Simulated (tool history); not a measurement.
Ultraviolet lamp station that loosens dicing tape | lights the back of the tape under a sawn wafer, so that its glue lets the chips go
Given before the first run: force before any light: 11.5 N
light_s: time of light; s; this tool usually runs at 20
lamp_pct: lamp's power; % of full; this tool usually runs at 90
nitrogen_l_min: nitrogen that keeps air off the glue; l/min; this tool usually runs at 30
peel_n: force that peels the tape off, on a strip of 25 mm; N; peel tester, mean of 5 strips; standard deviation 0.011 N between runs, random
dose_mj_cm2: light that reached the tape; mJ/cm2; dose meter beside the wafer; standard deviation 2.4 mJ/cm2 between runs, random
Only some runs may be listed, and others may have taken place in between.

Run 1, hour 0: usual settings. Result: peel_n 0.58 N, dose_mj_cm2 253 mJ/cm2.
Run 2, hour 45.1: usual settings. Result: peel_n 0.576 N, dose_mj_cm2 241 mJ/cm2.
Run 3, hour 89: usual settings. Result: peel_n 0.601 N, dose_mj_cm2 242 mJ/cm2.
At hour 93.7: window cleaned of glue's vapour.
Run 4, hour 117: usual settings but lamp_pct 64 % of full. Result: peel_n 1.493 N, dose_mj_cm2 166 mJ/cm2.
Run 5, hour 151.3: usual settings. Result: peel_n 0.7 N, dose_mj_cm2 225 mJ/cm2.
Run 6, hour 179.4: usual settings but nitrogen_l_min 11 l/min. Result: peel_n 1.418 N, dose_mj_cm2 227 mJ/cm2.
Run 7, hour 219.8: usual settings. Result: peel_n 0.757 N, dose_mj_cm2 223 mJ/cm2.
Run 8, hour 240.8: usual settings. Result: peel_n 0.753 N, dose_mj_cm2 223 mJ/cm2.
Run 9, hour 285.9: usual settings. Result: peel_n 0.802 N, dose_mj_cm2 221 mJ/cm2.
At hour 329.2: window cleaned of glue's vapour, once more.
Run 10, hour 330.3: usual settings. Result: peel_n 0.612 N, dose_mj_cm2 240 mJ/cm2.
Run 11, hour 349.4: usual settings but light_s 35 s, nitrogen_l_min 22 l/min. Result: peel_n 0.216 N, dose_mj_cm2 422 mJ/cm2.
Run 12, hour 375.3: usual settings but light_s 14 s. Result: peel_n 1.38 N, dose_mj_cm2 164 mJ/cm2.
Run 13, hour 395.6: usual settings but light_s 11 s, lamp_pct 85 % of full, nitrogen_l_min 42 l/min. Result: peel_n 2.015 N, dose_mj_cm2 122 mJ/cm2.
Run 14, hour 415.5: usual settings but light_s 11 s, lamp_pct 85 % of full, nitrogen_l_min 42 l/min. Result: peel_n 2.041 N, dose_mj_cm2 125 mJ/cm2.
Run 15, hour 458.9: usual settings but light_s 11 s, lamp_pct 85 % of full, nitrogen_l_min 42 l/min. Result: peel_n 2.103 N, dose_mj_cm2 120 mJ/cm2.
Run 16, hour 479.8: usual settings but lamp_pct 74 % of full, nitrogen_l_min 32 l/min. Result: peel_n 1.038 N, dose_mj_cm2 187 mJ/cm2.
Run 17, hour 508.7: usual settings but lamp_pct 74 % of full, nitrogen_l_min 32 l/min. Result: peel_n 1.084 N, dose_mj_cm2 190 mJ/cm2.
Run 18, hour 533.9: usual settings but lamp_pct 74 % of full, nitrogen_l_min 32 l/min. Result: peel_n 1.05 N, dose_mj_cm2 185 mJ/cm2.
Run 19, hour 560.5: usual settings but light_s 29 s. Result: peel_n 0.305 N, dose_mj_cm2 330 mJ/cm2.
Run 20, hour 607.1: usual settings but light_s 39 s, lamp_pct 94 % of full. Result: peel_n 0.182 N, dose_mj_cm2 456 mJ/cm2.

Predict each of these 5 candidate next runs independently; none follows another, all start after run 20:
Run A, hour 629.2: usual settings but light_s 31 s, lamp_pct 94 % of full, nitrogen_l_min 43 l/min. Result: peel_n ?, dose_mj_cm2 ?.
Run B, hour 629.2: usual settings but lamp_pct 72 % of full. Result: peel_n ?, dose_mj_cm2 ?.
Run C, hour 629.2: usual settings but light_s 11 s, lamp_pct 72 % of full. Result: peel_n ?, dose_mj_cm2 ?.
Run D, hour 629.2: usual settings but light_s 30 s, lamp_pct 78 % of full, nitrogen_l_min 11 l/min. Result: peel_n ?, dose_mj_cm2 ?.
Run E, hour 629.2: usual settings but light_s 28 s, lamp_pct 97 % of full, nitrogen_l_min 16 l/min. Result: peel_n ?, dose_mj_cm2 ?.

run  peel_n  dose_mj_cm2
  A   0.213          355
  B    1.28          178
  C   3.321           95
  D   0.856          288
  E   0.471          332
Take away the tool's hidden state, keep each run's random variation, and the runs would have read:
run  peel_n  dose_mj_cm2
  A   0.173          427
  B   0.859          213
  C   2.601          114
  D   0.553          346
  E   0.309          399
